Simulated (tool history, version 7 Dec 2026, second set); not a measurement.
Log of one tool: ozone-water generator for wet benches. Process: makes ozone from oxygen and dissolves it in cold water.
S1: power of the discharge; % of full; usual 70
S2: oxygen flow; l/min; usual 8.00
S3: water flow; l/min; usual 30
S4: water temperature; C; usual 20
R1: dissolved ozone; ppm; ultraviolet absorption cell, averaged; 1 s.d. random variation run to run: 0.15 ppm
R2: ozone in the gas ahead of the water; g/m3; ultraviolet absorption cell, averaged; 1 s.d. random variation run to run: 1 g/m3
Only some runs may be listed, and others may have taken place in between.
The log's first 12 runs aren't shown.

run 13 hour=1761.5 | S1=70 S2=8.00 S3=24 S4=20 | R1=20.1 R2=160.9
run 14 hour=1900.1 | S1=90 S2=8.00 S3=30 S4=20 | R1=20.4 R2=193.6
run 15 hour=2033.2 | S1=90 S2=8.00 S3=30 S4=20 | R1=20.5 R2=193.0
run 16 hour=2221.0 | S1=90 S2=8.00 S3=30 S4=20 | R1=20.2 R2=193.1
run 17 hour=2399.0 | S1=70 S2=8.00 S3=22 S4=20 | R1=20.7 R2=161.2
run 18 hour=2546.8 | S1=70 S2=8.00 S3=22 S4=20 | R1=20.5 R2=158.6
run 19 hour=2711.7 | S1=91 S2=8.00 S3=48 S4=28 | R1=12.2 R2=194.9
run 20 hour=2894.4 | S1=91 S2=8.00 S3=48 S4=28 | R1=12.3 R2=194.2
run 21 hour=3018.4 | S1=53 S2=8.00 S3=39 S4=20 | R1=11.0 R2=128.7
run 22 hour=3214.9 | S1=53 S2=8.00 S3=39 S4=20 | R1=10.9 R2=128.0
run 23 hour=3341.2 | S1=48 S2=8.00 S3=26 S4=20 | R1=13.7 R2=118.9
run 24 hour=3556.2 | S1=48 S2=8.00 S3=26 S4=20 | R1=13.7 R2=119.3
run 25 hour=3707.4 | S1=48 S2=8.00 S3=26 S4=20 | R1=13.6 R2=117.6
run 26 hour=3822.4 | S1=48 S2=9.85 S3=26 S4=20 | R1=14.0 R2=110.8
run 27 hour=3981.9 | S1=70 S2=7.79 S3=41 S4=13 | R1=13.3 R2=157.5
run 28 hour=4119.2 | S1=70 S2=7.79 S3=41 S4=13 | R1=13.3 R2=155.1
run 29 hour=4233.6 | S1=67 S2=8.00 S3=38 S4=20 | R1=12.8 R2=150.7
run 30 hour=4385.2 | S1=53 S2=8.00 S3=30 S4=20 | R1=12.9 R2=125.8
run 31 hour=4614.6 | S1=43 S2=9.06 S3=38 S4=14 | R1=10.2 R2=103.5
run 32 hour=4816.5 | S1=70 S2=9.01 S3=35 S4=20 | R1=14.3 R2=146.3
run 33 hour=4998.6 | S1=58 S2=9.72 S3=30 S4=20 | R1=14.2 R2=125.0
run 34 hour=5167.7 | S1=62 S2=5.07 S3=33 S4=17 | R1=12.0 R2=163.1

3 options for the next run, each taken on its own from the tool as it stands now. Forecast them:
run A hour=5352.9 | S1=43 S2=4.59 S3=33 S4=17 | R1=? R2=?
run B hour=5352.9 | S1=62 S2=13.23 S3=33 S4=17 | R1=? R2=?
run C hour=5352.9 | S1=62 S2=5.07 S3=44 S4=17 | R1=? R2=?

run=A R1=8.8 R2=128.3
run=B R1=15.0 R2=120.1
run=C R1=8.9 R2=161.6
Without the tool's hidden state the same runs would have given:
run=A R1=10.0 R2=139.4
run=B R1=17.7 R2=135.3
run=C R1=10.6 R2=182.1

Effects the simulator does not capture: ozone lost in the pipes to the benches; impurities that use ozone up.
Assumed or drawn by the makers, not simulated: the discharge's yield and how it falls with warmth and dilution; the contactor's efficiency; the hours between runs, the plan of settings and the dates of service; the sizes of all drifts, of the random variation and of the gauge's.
